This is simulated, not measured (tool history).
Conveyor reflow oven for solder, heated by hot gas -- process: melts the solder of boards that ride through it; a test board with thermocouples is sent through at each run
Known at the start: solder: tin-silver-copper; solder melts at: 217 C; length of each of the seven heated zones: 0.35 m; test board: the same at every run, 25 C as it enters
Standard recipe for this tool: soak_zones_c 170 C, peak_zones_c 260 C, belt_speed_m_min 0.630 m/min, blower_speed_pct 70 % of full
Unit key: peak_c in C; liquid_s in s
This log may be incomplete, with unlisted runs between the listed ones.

run	hour	soak_zones_c	peak_zones_c	belt_speed_m_min	blower_speed_pct	peak_c	liquid_s
1	0.0	170	260	0.630	70	247.0	46.1
2	12.4	170	260	0.630	51	243.2	41.8
3	25.2	170	264	0.630	51	247.0	44.5
4	38.6	170	264	0.630	51	245.8	44.1
5	54.1	170	264	0.630	51	245.8	44.4
6	67.0	170	264	0.630	62	248.8	47.0
7	80.1	168	260	0.630	70	246.4	44.1
8	94.8	168	260	0.630	70	246.1	44.8
9	108.3	168	260	0.630	70	245.7	44.7
10	124.9	168	260	0.630	70	245.9	44.7
11	140.6	168	260	0.630	70	246.0	44.7
12	157.0	168	260	0.630	70	246.2	44.5
13	173.6	178	260	0.630	70	247.9	48.4
14	180.9	170	260	0.712	70	242.2	36.4
15	192.5	170	254	0.712	70	236.9	32.0
16	209.0	170	254	0.712	70	237.5	31.7
17	216.8	173	265	0.555	66	253.7	59.0
18	226.1	161	260	0.605	70	245.6	45.0
19	234.1	156	271	0.509	70	260.0	63.7
20	242.0	165	260	0.630	52	242.1	39.2
21	255.0	160	267	0.504	77	257.4	64.8
22	268.0	160	267	0.504	77	257.6	64.4
23	283.9	178	260	0.535	70	250.9	61.6
24	298.5	176	260	0.633	53	243.9	44.6
25	307.1	182	265	0.630	70	252.2	52.7
26	322.6	182	265	0.630	70	252.0	52.9
27	334.4	164	260	0.523	70	249.7	57.3
28	341.3	162	256	0.630	60	238.8	36.2
29	354.4	170	260	0.528	50	246.9	55.6
30	363.4	170	252	0.541	70	241.6	51.8
31	375.3	171	260	0.630	83	247.1	46.8

Predict each of these 3 candidate next runs independently; none follows another, all start after run 31:
A	386.1	170	274	0.630	70	?	?
B	386.1	171	260	0.661	83	?	?
C	386.1	169	259	0.640	70	?	?

run	peak_c	liquid_s
A	257.6	52.8
B	246.3	43.3
C	243.6	42.7
The same runs, with their run-to-run variation unchanged, on a tool lacking any hidden condition would have given:
run	peak_c	liquid_s
A	259.6	53.7
B	248.3	44.7
C	245.5	44.3

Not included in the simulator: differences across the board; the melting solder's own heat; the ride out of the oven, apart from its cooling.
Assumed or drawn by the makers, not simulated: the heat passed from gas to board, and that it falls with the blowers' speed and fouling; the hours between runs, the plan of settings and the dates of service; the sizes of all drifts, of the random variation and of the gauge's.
